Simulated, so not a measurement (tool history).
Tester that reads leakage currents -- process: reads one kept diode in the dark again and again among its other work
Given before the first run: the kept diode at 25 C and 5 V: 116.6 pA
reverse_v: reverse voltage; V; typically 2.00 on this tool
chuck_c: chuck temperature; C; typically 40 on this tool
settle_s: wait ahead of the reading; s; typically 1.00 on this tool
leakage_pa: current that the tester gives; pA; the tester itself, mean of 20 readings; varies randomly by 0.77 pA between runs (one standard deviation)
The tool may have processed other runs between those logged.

Run 1, hour 0.0: usual settings. Result: leakage_pa 234.43 pA.
Run 2, hour 26.0: usual settings but chuck_c 47 C. Result: leakage_pa 408.89 pA.
Run 3, hour 48.0: usual settings but reverse_v 1.36 V, chuck_c 47 C. Result: leakage_pa 332.64 pA.
Run 4, hour 101.0: usual settings but chuck_c 35 C. Result: leakage_pa 152.87 pA.
Run 5, hour 126.4: usual settings but settle_s 4.11 s. Result: leakage_pa 232.49 pA.
Run 6, hour 155.0: usual settings but settle_s 4.96 s. Result: leakage_pa 232.05 pA.
Run 7, hour 187.2: usual settings but settle_s 4.96 s. Result: leakage_pa 232.23 pA.
Run 8, hour 216.6: usual settings. Result: leakage_pa 231.67 pA.
Run 9, hour 259.9: usual settings but chuck_c 32 C. Result: leakage_pa 117.60 pA.
Run 10, hour 292.3: usual settings but chuck_c 32 C. Result: leakage_pa 118.28 pA.
Run 11, hour 320.7: usual settings. Result: leakage_pa 231.53 pA.
Run 12, hour 348.5: usual settings. Result: leakage_pa 231.77 pA.
Run 13, hour 370.7: usual settings but reverse_v 9.91 V. Result: leakage_pa 561.73 pA.
Run 14, hour 408.4: usual settings. Result: leakage_pa 230.35 pA.
Run 15, hour 443.2: usual settings. Result: leakage_pa 229.52 pA.
Run 16, hour 469.7: usual settings but chuck_c 44 C. Result: leakage_pa 316.89 pA.
Run 17, hour 496.0: usual settings but chuck_c 44 C. Result: leakage_pa 317.76 pA.
Run 18, hour 534.6: usual settings but chuck_c 44 C. Result: leakage_pa 316.27 pA.
At hour 588.3: probe card cleaned and baked.
Run 19, hour 588.8: usual settings but chuck_c 44 C. Result: leakage_pa 316.38 pA.
Run 20, hour 641.2: usual settings but reverse_v 3.18 V, chuck_c 20 C, settle_s 5.81 s. Result: leakage_pa 50.33 pA.
Run 21, hour 680.1: usual settings but reverse_v 12.46 V, chuck_c 48 C, settle_s 2.02 s. Result: leakage_pa 1194.90 pA.
At hour 695.9: chuck's temperature calibrated.
Run 22, hour 710.9: usual settings but reverse_v 6.77 V, chuck_c 29 C, settle_s 5.95 s. Result: leakage_pa 195.37 pA.
Run 23, hour 739.1: usual settings but reverse_v 8.29 V, chuck_c 35 C, settle_s 5.95 s. Result: leakage_pa 369.06 pA.
Run 24, hour 785.8: usual settings but reverse_v 6.43 V, chuck_c 57 C, settle_s 4.62 s. Result: leakage_pa 1825.63 pA.
Run 25, hour 820.0: usual settings but reverse_v 1.10 V, chuck_c 32 C, settle_s 2.96 s. Result: leakage_pa 93.06 pA.
Run 26, hour 855.9: usual settings but reverse_v 1.10 V, chuck_c 32 C, settle_s 2.96 s. Result: leakage_pa 93.05 pA.
Run 27, hour 895.8: usual settings but reverse_v 4.03 V, chuck_c 48 C, settle_s 0.42 s. Result: leakage_pa 703.78 pA.
Run 28, hour 924.2: usual settings but reverse_v 4.03 V, chuck_c 48 C, settle_s 0.42 s. Result: leakage_pa 711.46 pA.
Run 29, hour 966.0: usual settings but reverse_v 4.03 V, chuck_c 21 C, settle_s 7.13 s. Result: leakage_pa 70.70 pA.
Run 30, hour 1008.2: usual settings but reverse_v 4.03 V, chuck_c 21 C, settle_s 7.13 s. Result: leakage_pa 71.10 pA.
Run 31, hour 1041.7: usual settings but chuck_c 23 C, settle_s 0.56 s. Result: leakage_pa 58.43 pA.
Run 32, hour 1087.2: usual settings but chuck_c 23 C, settle_s 0.56 s. Result: leakage_pa 58.44 pA.
Run 33, hour 1126.7: usual settings but reverse_v 13.32 V, settle_s 7.41 s. Result: leakage_pa 719.70 pA.
Run 34, hour 1157.3: usual settings but settle_s 5.09 s. Result: leakage_pa 251.44 pA.
Run 35, hour 1193.8: usual settings but chuck_c 27 C. Result: leakage_pa 82.26 pA.
Run 36, hour 1235.7: usual settings but chuck_c 27 C. Result: leakage_pa 82.42 pA.
Run 37, hour 1279.0: usual settings but chuck_c 27 C. Result: leakage_pa 82.35 pA.
Run 38, hour 1305.8: usual settings but reverse_v 18.39 V, chuck_c 27 C, settle_s 0.52 s. Result: leakage_pa 288.14 pA.

Below are 4 alternative next runs, each starting from the tool's condition after run 38. Predict each:
Run A, hour 1333.4: usual settings but reverse_v 17.24 V, settle_s 9.38 s. Result: leakage_pa ?.
Run B, hour 1333.4: usual settings but settle_s 1.51 s. Result: leakage_pa ?.
Run C, hour 1333.4: usual settings but reverse_v 10.23 V, chuck_c 52 C, settle_s 1.51 s. Result: leakage_pa ?.
Run D, hour 1333.4: usual settings but reverse_v 15.16 V, settle_s 6.73 s. Result: leakage_pa ?.

run  leakage_pa
  A      820.09
  B      247.18
  C     1584.41
  D      763.06
Had the tool no hidden state, the same runs would have come out as:
run  leakage_pa
  A      842.75
  B      254.17
  C     1625.07
  D      784.18
